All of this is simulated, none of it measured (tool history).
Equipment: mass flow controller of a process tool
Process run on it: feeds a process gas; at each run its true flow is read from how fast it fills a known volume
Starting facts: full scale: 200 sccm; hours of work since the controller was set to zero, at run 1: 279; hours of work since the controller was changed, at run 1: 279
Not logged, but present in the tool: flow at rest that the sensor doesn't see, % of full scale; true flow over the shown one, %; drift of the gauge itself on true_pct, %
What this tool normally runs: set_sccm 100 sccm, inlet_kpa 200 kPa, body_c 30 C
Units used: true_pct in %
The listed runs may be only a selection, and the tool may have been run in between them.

run    hour  set_sccm  inlet_kpa  body_c  hours of work since the controller was set to zero  hours of work since the controller was changed  true_pct
  1     0.0       100        200      30                                                 279                                             279     99.67
  2   101.7       100        200      30                                                 313                                             313     99.75
  3   189.9       100        200      30                                                 342                                             342     99.88
  4   288.1       100        200      30                                                 375                                             375    100.11
  5   387.0       100        200      30                                                 408                                             408    100.24
  6   479.2       100        200      30                                                 439                                             439    100.53
  7   570.4       100        200      30                                                 470                                             470    100.50
  8   651.9       100        200      30                                                 497                                             497    100.70
  9   745.9       100        200      30                                                 529                                             529    100.94
 10   846.5       100        200      30                                                 562                                             562    101.01
 11   943.0        76        200      23                                                 595                                             595    100.70
     1025.7  -- gauge calibrated
 12  1025.7        76        233      33                                                 622                                             622     99.44
 13  1125.1        76        233      33                                                 656                                             656     99.68
 14  1188.9        76        233      33                                                 677                                             677     99.75
 15  1295.4        82        233      23                                                 713                                             713     99.31
 16  1368.2        53        168      21                                                 737                                             737     99.35
 17  1412.0        53        168      21                                                 752                                             752     99.51
 18  1459.8        53        168      21                                                 768                                             768     99.54
 19  1527.5       100        257      30                                                 791                                             791    100.14

Predict each of these 4 candidate next runs independently; none follows another, all start after run 19:
  A  1619.9        24        191      21                                                 822                                             822         ?
  B  1619.9        34        159      30                                                 822                                             822         ?
  C  1619.9       100        212      24                                                 822                                             822         ?
  D  1619.9        22        200      29                                                 822                                             822         ?

run  true_pct
  A     99.40
  B    100.19
  C    100.06
  D     99.83
Stripped of hidden state, with their random variation kept, the same runs would have yielded:
run  true_pct
  A     98.36
  B     99.14
  C     99.01
  D     98.79
